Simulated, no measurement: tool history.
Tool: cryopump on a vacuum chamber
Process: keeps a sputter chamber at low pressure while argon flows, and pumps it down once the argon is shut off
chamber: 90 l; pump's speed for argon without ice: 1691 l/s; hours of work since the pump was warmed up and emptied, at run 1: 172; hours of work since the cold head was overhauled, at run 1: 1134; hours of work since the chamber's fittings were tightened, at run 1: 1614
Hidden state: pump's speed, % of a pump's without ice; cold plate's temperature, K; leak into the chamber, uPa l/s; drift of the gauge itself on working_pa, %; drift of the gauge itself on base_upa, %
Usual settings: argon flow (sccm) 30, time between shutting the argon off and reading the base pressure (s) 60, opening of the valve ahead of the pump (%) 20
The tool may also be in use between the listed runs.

run	hour	argon flow (sccm)	time between shutting the argon off and reading the base pressure (s)	opening of the valve ahead of the pump (%)	hours of work since the pump was warmed up and emptied	hours of work since the cold head was overhauled	hours of work since the chamber's fittings were tightened	pressure while argon flows (Pa)	pressure after the wait (uPa)
1	0	30	60	20	172	1134	1614	0.1514	1.94
2	29.8	13	60	20	193	1155	1635	0.0655	1.93
3	75.3	13	31	20	226	1187	1668	0.0654	2.66
4	108.4	13	31	20	250	1211	1691	0.0664	2.72
5	147.2	13	31	20	277	1239	1719	0.0656	2.72
6	172.7	30	60	20	296	1257	1737	0.1526	1.98
7	209.1	30	60	20	322	1283	1763	0.1546	2.12
8	232.2	30	60	20	338	1300	1780	0.1547	2.07
9	280.1	30	60	20	372	1334	1814	0.1551	2.11
10	313.2	30	60	20	396	1358	1838	0.155	2.17
11	361.9	30	60	20	431	1392	1873	0.1555	2.17
12	408.6	30	60	20	464	1426	1906	0.1557	2.17
13	438	30	60	20	485	1447	1927	0.1563	2.19
14	463.1	30	60	20	503	1465	1945	0.157	2.31
15	487.3	29	44	18	520	1482	1962	0.1668	2.53
16	512.5	38	101	55	538	1500	1980	0.0771	2.01
17	550.8	38	101	55	566	1527	2008	0.0778	2.01
18	587.5	30	38	36	592	1554	2034	0.0906	2.89
19	637.6	16	92	22	628	1589	2070	0.0773	2.21
20	686.8	30	188	30	663	1625	2105	0.1083	2.02
21	723	57	235	56	689	1651	2131	0.1172	1.96
22	746.5	14	28	30	706	1667	2148	0.0507	3.37
# hour 755.9: leaking fittings of the chamber tightened, without venting
23	776.2	14	28	30	726	1687	15	0.0506	1.86
24	811.4	14	39	24	751	1712	40	0.0623	1.52
25	851.4	21	39	19	779	1741	68	0.1181	1.52
26	871.8	30	176	27	794	1756	83	0.1221	0.57
27	918.8	42	111	19	828	1789	116	0.2351	0.77
28	961.5	24	93	52	858	1820	147	0.0552	0.88

Forecast each of these 5 alternatives for the next run:
A	997.5	22	277	20	884	1845	173	?	?
B	997.5	16	223	28	884	1845	173	?	?
C	997.5	47	190	52	884	1845	173	?	?
D	997.5	51	93	52	884	1845	173	?	?
E	997.5	29	148	20	884	1845	173	?	?

run	pressure while argon flows (Pa)	pressure after the wait (uPa)
A	0.1184	0.59
B	0.0629	0.59
C	0.1091	0.64
D	0.1184	0.88
E	0.1575	0.72
Without the tool's hidden state the same runs would have given:
run	pressure while argon flows (Pa)	pressure after the wait (uPa)
A	0.11	0.35
B	0.0568	0.36
C	0.0911	0.4
D	0.0989	0.64
E	0.1463	0.48
